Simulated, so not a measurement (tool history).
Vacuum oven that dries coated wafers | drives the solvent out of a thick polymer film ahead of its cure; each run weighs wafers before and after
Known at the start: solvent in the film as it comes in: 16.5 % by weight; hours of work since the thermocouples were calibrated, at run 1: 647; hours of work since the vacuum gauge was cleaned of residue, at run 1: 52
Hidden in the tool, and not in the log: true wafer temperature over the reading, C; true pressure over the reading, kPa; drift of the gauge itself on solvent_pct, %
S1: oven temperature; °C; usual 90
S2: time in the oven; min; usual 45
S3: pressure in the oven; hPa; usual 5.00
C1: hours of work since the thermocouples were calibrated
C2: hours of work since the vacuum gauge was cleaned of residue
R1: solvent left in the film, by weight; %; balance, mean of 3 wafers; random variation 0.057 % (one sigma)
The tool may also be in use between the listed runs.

run	day	S1	S2	S3	C1	C2	R1
1	0.000	90	45	5.00	647	52	3.08
2	0.912	90	45	5.00	658	63	3.03
3	2.408	90	45	5.00	675	80	2.99
4	3.425	90	45	5.00	687	92	3.06
5	4.304	90	45	5.00	697	102	3.05
6	6.096	90	45	5.00	718	122	3.08
# day 6.838: oven's thermocouples calibrated
7	7.092	90	45	5.00	3	133	2.85
8	8.342	90	45	5.00	17	147	2.70
9	9.900	90	45	5.00	35	165	2.84
10	11.108	90	45	5.00	49	179	2.78
11	12.592	90	45	5.00	66	196	2.95
12	13.896	90	45	5.00	81	211	2.82
13	15.083	90	45	5.00	95	225	2.75
14	16.104	90	45	5.00	106	236	2.85
15	17.217	90	45	5.00	119	249	2.82
16	18.012	90	45	5.00	128	258	2.89
17	19.142	90	35	5.00	141	271	3.83
18	20.158	90	35	5.00	153	283	3.88
19	21.883	100	80	14.62	173	303	1.67
20	23.467	100	25	5.67	191	321	2.50
21	24.792	79	58	8.59	206	336	6.35
22	26.179	85	45	4.75	222	352	4.40
23	27.942	90	34	4.36	242	372	3.90
24	29.054	90	34	4.36	255	385	4.06
25	30.542	90	34	4.36	272	402	4.14
26	31.446	100	34	12.33	283	413	2.36
27	33.271	100	34	12.33	304	433	2.37
28	34.188	96	34	12.33	314	444	3.28
29	35.604	96	34	12.33	330	460	3.29
30	36.425	96	34	12.33	340	470	3.22
31	37.321	103	45	3.83	350	480	0.71
32	38.296	103	45	3.83	361	491	0.67
33	39.379	103	45	3.83	374	504	0.69
34	40.217	85	45	9.49	383	513	5.28

5 ways to go on from here, each from the tool as it stands after run 34. What would each give?
A	41.492	90	61	4.45	398	528	?
B	41.492	87	41	6.00	398	528	?
C	41.492	103	45	15.28	398	528	?
D	41.492	90	45	10.58	398	528	?
E	41.492	83	69	6.40	398	528	?

run	R1
A	2.06
B	4.50
C	1.81
D	3.83
E	3.70
Without the tool's hidden state the same runs would have given:
run	R1
A	1.69
B	4.06
C	1.58
D	3.43
E	3.21
